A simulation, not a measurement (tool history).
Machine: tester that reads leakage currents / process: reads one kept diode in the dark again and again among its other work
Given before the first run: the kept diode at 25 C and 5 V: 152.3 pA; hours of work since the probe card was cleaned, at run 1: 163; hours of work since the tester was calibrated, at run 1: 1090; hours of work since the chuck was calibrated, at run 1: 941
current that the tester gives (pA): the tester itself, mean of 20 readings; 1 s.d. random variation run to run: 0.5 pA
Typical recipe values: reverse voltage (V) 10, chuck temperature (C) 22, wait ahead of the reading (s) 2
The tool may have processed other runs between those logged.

run   hour  reverse voltage (V)  chuck temperature (C)  wait ahead of the reading (s)  hours of work since the probe card was cleaned  hours of work since the tester was calibrated  hours of work since the chuck was calibrated  current that the tester gives (pA)
  1      0                   10                     22                              2                                             163                                           1090                                           941                              167.04
  2   50.2                   10                     22                              2                                             194                                           1120                                           972                              167.32
  3   94.6                   10                     22                              2                                             221                                           1148                                          1000                              167.25
  4  117.4                   10                     22                              2                                             235                                           1162                                          1014                              166.62
  5  146.1                   10                     22                              2                                             253                                           1179                                          1031                              166.88
  6  189.4                   10                     22                            1.4                                             279                                           1206                                          1058                              167.84
  7  226.3                   10                     22                              2                                             302                                           1229                                          1080                              166.72
  8  275.8                  7.1                     22                              2                                             333                                           1259                                          1111                              138.18
  9  321.1                  7.6                     32                              2                                             360                                           1287                                          1139                              369.38
 10  343.4                  3.9                     29                           3.48                                             374                                           1301                                          1152                              192.66
 11    391                  1.8                     36                              2                                             403                                           1330                                          1182                              239.27
 12  440.7                  1.8                     36                              2                                             434                                           1360                                          1212                              239.59
 13  475.6                  1.8                     36                              2                                             455                                           1382                                          1234                              239.76
 14  509.4                  1.8                     36                              2                                             476                                           1403                                          1254                              239.15

Difference, measured minus no-hidden-state, one row per run. Run-to-run variation is common to both terms; the gauge's own scatter need not be:
What the log doesn't record here: stray current of the dirty probe card, pA a volt; current scale over the true one, %; true chuck temperature over the reading, C; drift of the gauge itself on leakage_pa, %.
run  current that the tester gives (pA)
  1                               -0.41
  2                               -0.43
  3                               -0.43
  4                               -0.43
  5                               -0.43
  6                               -0.45
  7                               -0.45
  8                               -0.39
  9                               -1.08
 10                               -0.58
 11                               -0.73
 12                               -0.76
 13                               -0.77
 14                               -0.77

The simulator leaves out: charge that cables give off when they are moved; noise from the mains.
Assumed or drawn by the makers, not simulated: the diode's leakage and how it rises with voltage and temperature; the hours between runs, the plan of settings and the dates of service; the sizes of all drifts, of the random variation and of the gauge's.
